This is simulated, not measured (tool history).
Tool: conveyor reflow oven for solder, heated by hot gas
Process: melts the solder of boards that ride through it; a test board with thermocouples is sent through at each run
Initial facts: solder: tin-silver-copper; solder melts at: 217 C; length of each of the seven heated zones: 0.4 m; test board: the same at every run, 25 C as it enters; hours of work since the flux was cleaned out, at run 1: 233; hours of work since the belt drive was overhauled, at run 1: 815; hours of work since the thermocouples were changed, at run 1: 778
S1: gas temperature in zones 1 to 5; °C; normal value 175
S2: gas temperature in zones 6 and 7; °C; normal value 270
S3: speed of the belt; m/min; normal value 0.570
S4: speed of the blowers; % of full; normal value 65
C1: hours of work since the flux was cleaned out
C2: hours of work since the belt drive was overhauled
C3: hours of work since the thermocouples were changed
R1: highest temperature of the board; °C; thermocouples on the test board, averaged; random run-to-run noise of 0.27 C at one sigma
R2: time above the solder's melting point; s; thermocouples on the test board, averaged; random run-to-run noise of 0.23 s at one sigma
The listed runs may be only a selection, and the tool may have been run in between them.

run 1 hour=0.0 | S1=175 S2=270 S3=0.570 S4=65 | C1=233 C2=815 C3=778 | R1=255.2 R2=65.9
run 2 hour=29.7 | S1=175 S2=270 S3=0.570 S4=65 | C1=253 C2=834 C3=797 | R1=255.1 R2=65.7
run 3 hour=70.1 | S1=175 S2=270 S3=0.570 S4=65 | C1=279 C2=861 C3=824 | R1=255.1 R2=65.7
run 4 hour=99.9 | S1=175 S2=270 S3=0.570 S4=65 | C1=299 C2=881 C3=844 | R1=255.4 R2=65.7
run 5 hour=126.0 | S1=175 S2=270 S3=0.570 S4=65 | C1=317 C2=898 C3=861 | R1=255.4 R2=66.0
run 6 hour=156.0 | S1=175 S2=270 S3=0.570 S4=65 | C1=336 C2=918 C3=881 | R1=254.9 R2=65.4
-- hour=165.6 belt drive overhauled, speed set with a stopwatch
run 7 hour=195.5 | S1=175 S2=270 S3=0.587 S4=65 | C1=360 C2=20 C3=905 | R1=254.1 R2=63.2
-- hour=213.6 flux residue cleaned out of gas plates and filters
run 8 hour=217.8 | S1=175 S2=270 S3=0.570 S4=88 | C1=3 C2=31 C3=916 | R1=259.9 R2=70.6
run 9 hour=253.1 | S1=175 S2=270 S3=0.570 S4=88 | C1=26 C2=55 C3=940 | R1=260.4 R2=70.5
-- hour=273.8 thermocouples of zones 6 and 7 changed
run 10 hour=292.1 | S1=175 S2=270 S3=0.570 S4=65 | C1=51 C2=79 C3=12 | R1=255.1 R2=66.2
run 11 hour=325.2 | S1=175 S2=280 S3=0.570 S4=65 | C1=73 C2=101 C3=34 | R1=264.0 R2=71.9
run 12 hour=349.8 | S1=175 S2=270 S3=0.570 S4=55 | C1=89 C2=118 C3=50 | R1=251.9 R2=62.2
run 13 hour=371.2 | S1=175 S2=270 S3=0.644 S4=65 | C1=103 C2=132 C3=65 | R1=251.2 R2=54.4
run 14 hour=388.2 | S1=175 S2=270 S3=0.644 S4=65 | C1=115 C2=143 C3=76 | R1=250.8 R2=54.3
run 15 hour=409.0 | S1=163 S2=281 S3=0.502 S4=65 | C1=128 C2=157 C3=90 | R1=267.6 R2=79.4
run 16 hour=438.1 | S1=173 S2=259 S3=0.640 S4=52 | C1=148 C2=176 C3=109 | R1=237.0 R2=39.0
run 17 hour=459.0 | S1=183 S2=260 S3=0.637 S4=58 | C1=162 C2=190 C3=123 | R1=242.4 R2=50.6
run 18 hour=486.1 | S1=162 S2=273 S3=0.637 S4=58 | C1=179 C2=208 C3=141 | R1=249.1 R2=48.2
run 19 hour=503.8 | S1=162 S2=273 S3=0.637 S4=58 | C1=191 C2=220 C3=153 | R1=249.0 R2=47.9
run 20 hour=525.9 | S1=179 S2=261 S3=0.587 S4=85 | C1=206 C2=235 C3=167 | R1=251.5 R2=64.3
run 21 hour=565.7 | S1=181 S2=265 S3=0.481 S4=50 | C1=232 C2=261 C3=194 | R1=252.2 R2=78.6
run 22 hour=604.3 | S1=181 S2=281 S3=0.656 S4=85 | C1=258 C2=287 C3=219 | R1=266.9 R2=65.4
run 23 hour=636.5 | S1=168 S2=281 S3=0.656 S4=85 | C1=279 C2=308 C3=241 | R1=265.0 R2=60.6
run 24 hour=666.5 | S1=173 S2=270 S3=0.507 S4=65 | C1=299 C2=328 C3=261 | R1=258.4 R2=76.3
run 25 hour=685.9 | S1=173 S2=279 S3=0.507 S4=73 | C1=312 C2=341 C3=274 | R1=268.0 R2=82.8
run 26 hour=713.8 | S1=184 S2=263 S3=0.527 S4=65 | C1=331 C2=359 C3=292 | R1=252.8 R2=73.9

What differs in the tool's unlogged condition from the final listed run ahead of each entry between runs to the first listed run following it?
From run 6 to run 7: belt drive overhauled, speed set with a stopwatch (hour 165.6)
  belt's true speed, % of the reading: 99.9 -> 100
From run 7 to run 8: flux residue cleaned out of gas plates and filters (hour 213.6)
  heat that the gas passes to the board, % of a clean oven's: 99.6 -> 100; belt's true speed, % of the reading: 100 -> 99.99; true gas temperature in zones 6 and 7 over the reading, C: -0.11 -> -0.12
From run 9 to run 10: thermocouples of zones 6 and 7 changed (hour 273.8)
  heat that the gas passes to the board, % of a clean oven's: 100 -> 99.9; true gas temperature in zones 6 and 7 over the reading, C: -0.12 -> 0.01
